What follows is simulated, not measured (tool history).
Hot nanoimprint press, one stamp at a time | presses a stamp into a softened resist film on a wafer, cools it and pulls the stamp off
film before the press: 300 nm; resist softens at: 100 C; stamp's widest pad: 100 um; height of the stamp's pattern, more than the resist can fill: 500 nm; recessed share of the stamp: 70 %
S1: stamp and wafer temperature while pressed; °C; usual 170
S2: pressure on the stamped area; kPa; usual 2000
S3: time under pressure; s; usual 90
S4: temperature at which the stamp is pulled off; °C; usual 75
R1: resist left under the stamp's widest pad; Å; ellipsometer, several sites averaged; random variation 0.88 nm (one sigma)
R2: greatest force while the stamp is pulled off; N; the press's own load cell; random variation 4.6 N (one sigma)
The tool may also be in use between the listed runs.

run,day,S1,S2,S3,S4,R1,R2
1,0,170,2000,90,75,1548,245
2,0.188,170,2000,125,75,1382,248
3,0.342,170,2000,125,75,1397,256
4,0.562,170,2310,90,75,1463,248
5,0.754,170,2310,90,75,1445,255
6,0.917,170,2000,90,75,1559,255
7,1.3,170,2000,90,75,1570,263
8,1.525,175,2000,90,75,1243,250
9,1.879,170,2000,90,75,1558,262
10,2.121,170,2000,90,75,1554,260
11,2.483,170,2000,130,75,1395,262
12,2.75,170,2000,130,75,1393,261
13,3.092,170,2000,130,75,1379,267
14,3.417,170,2000,130,75,1376,260
15,3.667,170,2000,90,75,1562,266
16,3.9,159,2000,80,75,2415,275
17,4.133,159,1780,80,75,2481,274
18,4.496,171,3190,130,82,1030,234
19,4.738,170,2000,90,82,1563,242
20,4.904,170,2630,90,82,1354,236
21,5.208,165,2000,50,61,2214,348
22,5.592,162,2000,90,64,2164,336
23,5.942,162,2000,90,64,2135,353
24,6.212,164,2000,92,64,1983,343
25,6.5,170,2000,62,64,1754,348
26,6.846,170,2000,119,67,1428,334
27,7,170,2000,125,75,1412,286
28,7.321,181,3050,75,75,800,298

The next listed run, before its measurement:
# day 7.646: stamp cleaned and given a new release coat
29,7.892,181,3050,75,75,?,?

R1: 816 Å
R2: 225 N
Without the tool's hidden state the same run would have given R1 789 Å, R2 221 N.
